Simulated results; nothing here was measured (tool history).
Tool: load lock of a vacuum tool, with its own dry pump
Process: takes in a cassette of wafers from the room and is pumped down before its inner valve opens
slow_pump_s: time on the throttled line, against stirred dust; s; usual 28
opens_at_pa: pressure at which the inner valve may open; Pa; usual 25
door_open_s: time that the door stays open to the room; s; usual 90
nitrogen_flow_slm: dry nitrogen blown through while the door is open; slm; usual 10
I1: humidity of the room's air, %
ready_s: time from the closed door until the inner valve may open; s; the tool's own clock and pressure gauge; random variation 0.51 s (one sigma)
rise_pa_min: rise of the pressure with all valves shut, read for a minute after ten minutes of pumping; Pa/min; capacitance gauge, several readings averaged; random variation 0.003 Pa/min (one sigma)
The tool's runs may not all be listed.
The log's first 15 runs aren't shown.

run 16 hour=2904.4 | slow_pump_s=27 opens_at_pa=25 door_open_s=90 nitrogen_flow_slm=10 | I1=46.5 | ready_s=71.2 rise_pa_min=0.148
run 17 hour=3113.2 | slow_pump_s=27 opens_at_pa=25 door_open_s=90 nitrogen_flow_slm=10 | I1=41.7 | ready_s=72.4 rise_pa_min=0.145
run 18 hour=3245.5 | slow_pump_s=28 opens_at_pa=25 door_open_s=47 nitrogen_flow_slm=5 | I1=45.2 | ready_s=72.1 rise_pa_min=0.142
run 19 hour=3485 | slow_pump_s=51 opens_at_pa=26 door_open_s=67 nitrogen_flow_slm=6 | I1=44.8 | ready_s=87.2 rise_pa_min=0.158
run 20 hour=3720.5 | slow_pump_s=16 opens_at_pa=25 door_open_s=194 nitrogen_flow_slm=6 | I1=48 | ready_s=64.2 rise_pa_min=0.178
run 21 hour=3941.5 | slow_pump_s=28 opens_at_pa=38 door_open_s=90 nitrogen_flow_slm=5 | I1=45.3 | ready_s=69.4 rise_pa_min=0.173
run 22 hour=4123.3 | slow_pump_s=28 opens_at_pa=25 door_open_s=66 nitrogen_flow_slm=7 | I1=46.8 | ready_s=72.7 rise_pa_min=0.165
run 23 hour=4344.1 | slow_pump_s=49 opens_at_pa=25 door_open_s=90 nitrogen_flow_slm=18 | I1=48.9 | ready_s=87.8 rise_pa_min=0.172
run 24 hour=4523.5 | slow_pump_s=28 opens_at_pa=25 door_open_s=102 nitrogen_flow_slm=10 | I1=43.9 | ready_s=73.1 rise_pa_min=0.175
run 25 hour=4808.9 | slow_pump_s=28 opens_at_pa=25 door_open_s=102 nitrogen_flow_slm=10 | I1=46.9 | ready_s=73.2 rise_pa_min=0.187
run 26 hour=5038 | slow_pump_s=28 opens_at_pa=25 door_open_s=102 nitrogen_flow_slm=10 | I1=46.1 | ready_s=72.4 rise_pa_min=0.19
run 27 hour=5279 | slow_pump_s=28 opens_at_pa=50 door_open_s=90 nitrogen_flow_slm=29 | I1=42.9 | ready_s=68.6 rise_pa_min=0.186
run 28 hour=5408.1 | slow_pump_s=28 opens_at_pa=50 door_open_s=90 nitrogen_flow_slm=9 | I1=46.6 | ready_s=68.6 rise_pa_min=0.206
run 29 hour=5614.2 | slow_pump_s=28 opens_at_pa=25 door_open_s=150 nitrogen_flow_slm=10 | I1=46.2 | ready_s=73.6 rise_pa_min=0.207
run 30 hour=5804 | slow_pump_s=28 opens_at_pa=25 door_open_s=90 nitrogen_flow_slm=10 | I1=47.2 | ready_s=74.2 rise_pa_min=0.199
run 31 hour=6010.5 | slow_pump_s=28 opens_at_pa=25 door_open_s=132 nitrogen_flow_slm=5 | I1=43 | ready_s=73 rise_pa_min=0.211
run 32 hour=6186.8 | slow_pump_s=28 opens_at_pa=39 door_open_s=237 nitrogen_flow_slm=10 | I1=45.8 | ready_s=71.3 rise_pa_min=0.227
run 33 hour=6385.8 | slow_pump_s=28 opens_at_pa=25 door_open_s=52 nitrogen_flow_slm=10 | I1=42.9 | ready_s=74 rise_pa_min=0.213
-- hour=6543.2 dry pump taken out, an overhauled one fitted
run 34 hour=6592.6 | slow_pump_s=52 opens_at_pa=38 door_open_s=90 nitrogen_flow_slm=10 | I1=42.2 | ready_s=83.5 rise_pa_min=0.224

Forecast each of these 4 alternatives for the next run:
run A hour=6773.9 | slow_pump_s=28 opens_at_pa=25 door_open_s=90 nitrogen_flow_slm=20 | I1=44.2 | ready_s=? rise_pa_min=?
run B hour=6773.9 | slow_pump_s=23 opens_at_pa=44 door_open_s=59 nitrogen_flow_slm=10 | I1=42.7 | ready_s=? rise_pa_min=?
run C hour=6773.9 | slow_pump_s=30 opens_at_pa=32 door_open_s=90 nitrogen_flow_slm=10 | I1=46.3 | ready_s=? rise_pa_min=?
run D hour=6773.9 | slow_pump_s=52 opens_at_pa=27 door_open_s=90 nitrogen_flow_slm=4 | I1=47.8 | ready_s=? rise_pa_min=?

run=A ready_s=69.7 rise_pa_min=0.224
run=B ready_s=62.2 rise_pa_min=0.22
run=C ready_s=68.8 rise_pa_min=0.234
run=D ready_s=85.6 rise_pa_min=0.23
Without the tool's hidden state the same runs would have given:
run=A ready_s=69 rise_pa_min=0.023
run=B ready_s=61.5 rise_pa_min=0.019
run=C ready_s=68.2 rise_pa_min=0.027
run=D ready_s=84.9 rise_pa_min=0.029
